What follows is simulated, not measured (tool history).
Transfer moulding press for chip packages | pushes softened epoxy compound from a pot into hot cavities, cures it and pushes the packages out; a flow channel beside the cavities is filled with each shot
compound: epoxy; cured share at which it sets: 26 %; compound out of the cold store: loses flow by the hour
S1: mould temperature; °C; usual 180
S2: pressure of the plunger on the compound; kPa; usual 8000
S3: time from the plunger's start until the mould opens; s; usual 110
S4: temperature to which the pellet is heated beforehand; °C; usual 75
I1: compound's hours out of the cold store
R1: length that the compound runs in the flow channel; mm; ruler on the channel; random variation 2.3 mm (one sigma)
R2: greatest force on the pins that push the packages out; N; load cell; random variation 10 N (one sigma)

run,day,S1,S2,S3,S4,I1,R1,R2
1,0,180,8000,110,75,35.8,749,589
2,2.05,180,8000,110,75,19.3,810,603
3,3.608,180,8000,110,75,42.7,715,585
4,5.454,180,8000,110,75,21.5,792,604
5,7.025,183,8000,110,75,34.1,732,543
6,8.283,183,8000,110,75,18.1,794,521
7,9.292,180,7040,110,75,47.2,665,466
8,10.958,180,7040,110,75,33.2,713,462
9,12.292,180,8000,110,80,40.2,724,587
10,14.271,180,8000,110,80,33.4,748,455
11,15.629,180,8000,110,75,26.4,775,607
12,16.712,180,8000,103,75,12.3,827,649
13,18.521,180,8000,110,78,28,779,548
14,20.012,187,8770,110,75,12,876,476
15,21.721,187,8770,110,75,33,777,465
16,22.692,185,8000,110,72,41.6,718,523
17,24.029,185,8000,110,72,25.1,772,533
18,24.917,185,8000,110,72,47,692,437
19,25.808,185,8000,110,72,22.5,778,551
20,27.308,185,6860,108,78,15,744,511
21,28.558,185,6860,130,78,41.7,668,429
22,30.138,185,6860,130,78,9.9,783,431
23,32.083,185,8000,112,80,25.8,773,446
24,33.646,180,8000,110,81,45.3,705,466
25,35.358,180,7220,110,79,11.9,789,515
26,36.638,181,8000,121,78,21.4,789,535

Not shown: 25 entries that the log had between the listed runs. Between which runs, and how does the tool's hidden state differ before and after?
Between runs 1 and 2: cavities cleaned with cleaning compound and waxed (day 0.529)
  true mould temperature over the reading, C: -0.07 -> -0.14; pressure that reaches the compound, % of what is set: 98.9 -> 97.74; grip of the stained cavities, % over clean ones': 28.2 -> 32.3
  measured less the result without the state, R1: -4 -> -9 mm; R2: +129 -> +152 N
Between runs 2 and 3: cavities cleaned with cleaning compound and waxed (day 2.283)
  true mould temperature over the reading, C: -0.14 -> -0.19; pressure that reaches the compound, % of what is set: 97.74 -> 96.93; grip of the stained cavities, % over clean ones': 32.3 -> 28.2
  measured less the result without the state, R1: -9 -> -11 mm; R2: +152 -> +132 N
Between runs 3 and 4: cavities cleaned with cleaning compound and waxed (day 3.979)
  true mould temperature over the reading, C: -0.19 -> -0.24; pressure that reaches the compound, % of what is set: 96.93 -> 95.93; grip of the stained cavities, % over clean ones': 28.2 -> 32.7
  measured less the result without the state, R1: -11 -> -16 mm; R2: +132 -> +153 N
Between runs 4 and 5: cavities cleaned with cleaning compound and waxed (day 5.704)
  true mould temperature over the reading, C: -0.24 -> -0.3; pressure that reaches the compound, % of what is set: 95.93 -> 95.04; grip of the stained cavities, % over clean ones': 32.7 -> 29.1
  measured less the result without the state, R1: -16 -> -18 mm; R2: +153 -> +125 N
Between runs 5 and 6: cavities cleaned with cleaning compound and waxed (day 7.417)
  true mould temperature over the reading, C: -0.3 -> -0.34; pressure that reaches the compound, % of what is set: 95.04 -> 94.36; grip of the stained cavities, % over clean ones': 29.1 -> 23.2
  measured less the result without the state, R1: -18 -> -23 mm; R2: +125 -> +103 N
Between runs 6 and 7: plunger's sealing rings changed (day 8.538); cavities cleaned with cleaning compound and waxed (day 9.229)
  true mould temperature over the reading, C: -0.34 -> -0.37; pressure that reaches the compound, % of what is set: 94.36 -> 99.3; grip of the stained cavities, % over clean ones': 23.2 -> 2
  measured less the result without the state, R1: -23 -> -2 mm; R2: +103 -> +14 N
Between runs 7 and 8: cavities cleaned with cleaning compound and waxed (day 10.942)
  true mould temperature over the reading, C: -0.37 -> -0.42; pressure that reaches the compound, % of what is set: 99.3 -> 98.37; grip of the stained cavities, % over clean ones': 2 -> 0.9
  measured less the result without the state, R1: -2 -> -5 mm; R2: +14 -> +11 N
Between runs 9 and 10: cavities cleaned with cleaning compound and waxed (day 12.588); cavities cleaned with cleaning compound and waxed (day 14.271)
  true mould temperature over the reading, C: -0.46 -> -0.53; pressure that reaches the compound, % of what is set: 97.6 -> 96.56; grip of the stained cavities, % over clean ones': 30 -> 0.6
  measured less the result without the state, R1: -9 -> -12 mm; R2: +142 -> +10 N
Between runs 11 and 12: cavities cleaned with cleaning compound and waxed (day 15.929)
  true mould temperature over the reading, C: -0.57 -> -0.61; pressure that reaches the compound, % of what is set: 95.76 -> 95.23; grip of the stained cavities, % over clean ones': 29.4 -> 20.6
  measured less the result without the state, R1: -16 -> -19 mm; R2: +146 -> +125 N
Between runs 12 and 13: cavities cleaned with cleaning compound and waxed (day 17.738); plunger's sealing rings changed (day 18.346)
  true mould temperature over the reading, C: -0.61 -> -0.68; pressure that reaches the compound, % of what is set: 95.23 -> 99.52; grip of the stained cavities, % over clean ones': 20.6 -> 17.4
  measured less the result without the state, R1: -19 -> -1 mm; R2: +125 -> +90 N
Between runs 13 and 14: cavities cleaned with cleaning compound and waxed (day 19.567)
  true mould temperature over the reading, C: -0.68 -> -0.73; pressure that reaches the compound, % of what is set: 99.52 -> 98.66; grip of the stained cavities, % over clean ones': 17.4 -> 13.2
  measured less the result without the state, R1: -1 -> -5 mm; R2: +90 -> +58 N
Between runs 14 and 15: cavities cleaned with cleaning compound and waxed (day 21.329)
  true mould temperature over the reading, C: -0.73 -> -0.78; pressure that reaches the compound, % of what is set: 98.66 -> 97.7; grip of the stained cavities, % over clean ones': 13.2 -> 11.5
  measured less the result without the state, R1: -5 -> -8 mm; R2: +58 -> +51 N
Between runs 16 and 17: cavities cleaned with cleaning compound and waxed (day 23.038)
  true mould temperature over the reading, C: -0.82 -> -0.87; pressure that reaches the compound, % of what is set: 97.15 -> 96.38; grip of the stained cavities, % over clean ones': 29.1 -> 25.2
  measured less the result without the state, R1: -9 -> -13 mm; R2: +123 -> +112 N
Between runs 17 and 18: cavities cleaned with cleaning compound and waxed (day 24.758)
  true mould temperature over the reading, C: -0.87 -> -0.89; pressure that reaches the compound, % of what is set: 96.38 -> 95.93; grip of the stained cavities, % over clean ones': 25.2 -> 6.4
  measured less the result without the state, R1: -13 -> -13 mm; R2: +112 -> +32 N
Between runs 19 and 20: cavities cleaned with cleaning compound and waxed (day 26.442)
  true mould temperature over the reading, C: -0.92 -> -0.97; pressure that reaches the compound, % of what is set: 95.46 -> 94.65; grip of the stained cavities, % over clean ones': 25.7 -> 22.6
  measured less the result without the state, R1: -17 -> -19 mm; R2: +118 -> +101 N
Between runs 20 and 21: plunger's sealing rings changed (day 28.104); cavities cleaned with cleaning compound and waxed (day 28.333)
  true mould temperature over the reading, C: -0.97 -> -1.01; pressure that reaches the compound, % of what is set: 94.65 -> 99.25; grip of the stained cavities, % over clean ones': 22.6 -> 6.7
  measured less the result without the state, R1: -19 -> -1 mm; R2: +101 -> +28 N
Between runs 21 and 22: cavities cleaned with cleaning compound and waxed (day 30.092)
  true mould temperature over the reading, C: -1.01 -> -1.06; pressure that reaches the compound, % of what is set: 99.25 -> 98.4; grip of the stained cavities, % over clean ones': 6.7 -> 4.2
  measured less the result without the state, R1: -1 -> -5 mm; R2: +28 -> +19 N
Between runs 22 and 23: cavities cleaned with cleaning compound and waxed (day 31.867)
  true mould temperature over the reading, C: -1.06 -> -1.13; pressure that reaches the compound, % of what is set: 98.4 -> 97.31; grip of the stained cavities, % over clean ones': 4.2 -> 8.5
  measured less the result without the state, R1: -5 -> -9 mm; R2: +19 -> +41 N
Between runs 23 and 24: cavities cleaned with cleaning compound and waxed (day 33.6)
  true mould temperature over the reading, C: -1.13 -> -1.19; pressure that reaches the compound, % of what is set: 97.31 -> 96.52; grip of the stained cavities, % over clean ones': 8.5 -> 2.6
  measured less the result without the state, R1: -9 -> -10 mm; R2: +41 -> +27 N
Between runs 24 and 25: cavities cleaned with cleaning compound and waxed (day 35.312)
  true mould temperature over the reading, C: -1.19 -> -1.25; pressure that reaches the compound, % of what is set: 96.52 -> 95.57; grip of the stained cavities, % over clean ones': 2.6 -> 6.2
  measured less the result without the state, R1: -10 -> -15 mm; R2: +27 -> +52 N
Between runs 25 and 26: mould's thermocouples calibrated (day 36.192)
  true mould temperature over the reading, C: -1.25 -> 0.01; pressure that reaches the compound, % of what is set: 95.57 -> 94.94; grip of the stained cavities, % over clean ones': 6.2 -> 30.6
  measured less the result without the state, R1: -15 -> -20 mm; R2: +52 -> +126 N

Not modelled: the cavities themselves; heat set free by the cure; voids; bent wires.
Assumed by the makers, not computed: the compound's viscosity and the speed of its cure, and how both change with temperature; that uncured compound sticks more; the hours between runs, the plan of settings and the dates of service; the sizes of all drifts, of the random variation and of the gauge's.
